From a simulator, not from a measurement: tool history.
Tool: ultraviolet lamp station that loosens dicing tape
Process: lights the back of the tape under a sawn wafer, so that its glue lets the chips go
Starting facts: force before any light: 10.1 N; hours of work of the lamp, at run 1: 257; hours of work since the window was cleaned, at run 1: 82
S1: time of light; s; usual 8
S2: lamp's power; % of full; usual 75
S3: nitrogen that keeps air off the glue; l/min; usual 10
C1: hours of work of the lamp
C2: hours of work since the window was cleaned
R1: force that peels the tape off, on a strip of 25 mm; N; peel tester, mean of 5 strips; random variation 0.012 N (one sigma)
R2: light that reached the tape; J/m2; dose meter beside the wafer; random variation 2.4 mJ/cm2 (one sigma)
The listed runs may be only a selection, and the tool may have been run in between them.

run	day	S1	S2	S3	C1	C2	R1	R2
1	0	8	75	10	257	82	0.689	2330
2	0.554	8	75	10	266	91	0.69	2320
3	1.112	8	75	10	275	100	0.698	2310
4	1.746	8	75	10	285	111	0.73	2300
5	2.396	8	75	10	296	121	0.725	2230
6	3.538	8	75	10	315	140	0.752	2250
7	4.462	8	88	10	330	155	0.552	2640
8	5.071	8	88	10	340	165	0.577	2550
9	6.392	8	88	10	362	187	0.597	2500
10	7.262	14	88	10	376	201	0.259	4300
11	8.538	8	75	10	397	222	0.873	2100
12	9.688	5	75	10	416	241	2.075	1300
13	10.275	5	75	10	425	251	2.128	1280
14	10.946	4	75	10	436	262	2.892	1000
15	11.592	4	75	10	447	272	2.865	990
16	12.783	5	75	10	466	292	2.176	1220
17	13.896	5	75	10	485	310	2.243	1210
18	15.146	5	75	10	505	331	2.395	1200
19	15.779	8	75	14	516	341	0.832	1870
20	16.996	5	79	9	536	361	2.272	1220
21	17.688	5	79	9	547	373	2.388	1220
# day 18.246: window cleaned of glue's vapour
22	18.371	12	79	9	558	2	0.375	3440
23	19.246	11	79	15	572	16	0.307	3160
24	20.333	11	79	15	590	34	0.306	3030
25	21.454	5	96	5	608	53	2.132	1660
26	22.621	7	66	7	628	72	1.881	1600
27	23.692	15	97	14	645	89	0.237	4900
28	24.508	5	86	6	658	103	2.397	1450
29	25.712	13	85	4	678	123	0.636	3630
30	26.483	5	73	15	691	135	1.837	1180
31	27.438	8	75	7	707	151	1.388	1930
32	28.675	9	63	10	727	171	1.167	1770
33	29.946	15	69	14	748	192	0.317	3180
34	30.696	5	98	6	760	204	2.369	1470
35	32	8	91	6	782	226	1.226	2140
36	33.121	5	91	6	800	244	2.584	1350
37	34.467	7	75	3	822	266	3.169	1490
38	35.704	7	75	4	842	287	2.93	1500

Measured result minus the same run's result without the hidden state. Both carry the same run-to-run variation, though not necessarily the same gauge scatter:
Hidden state present: lamp's light, % of a new lamp's; light that the window lets through, % of a clean one's; drift of the gauge itself on peel_n, %; drift of the gauge itself on dose_mj_cm2, %.
run	R1	R2
1	+0.162	-330
2	+0.172	-350
3	+0.183	-370
4	+0.197	-390
5	+0.207	-410
6	+0.233	-450
7	+0.168	-550
8	+0.184	-580
9	+0.203	-620
10	+0.026	-1130
11	+0.347	-600
12	+0.741	-390
13	+0.777	-410
14	+0.938	-330
15	+0.95	-350
16	+0.868	-440
17	+0.925	-460
18	+1.027	-490
19	+0.42	-810
20	+1.019	-550
21	+1.094	-560
22	+0.083	-770
23	+0.055	-750
24	+0.06	-790
25	+0.693	-460
26	+0.682	-480
27	+0.006	-1570
28	+0.861	-480
29	+0.281	-1310
30	+0.791	-440
31	+0.667	-750
32	+0.589	-750
33	+0.076	-1430
34	+1.107	-700
35	+0.679	-1080
36	+1.226	-700
37	+1.397	-830
38	+1.429	-870
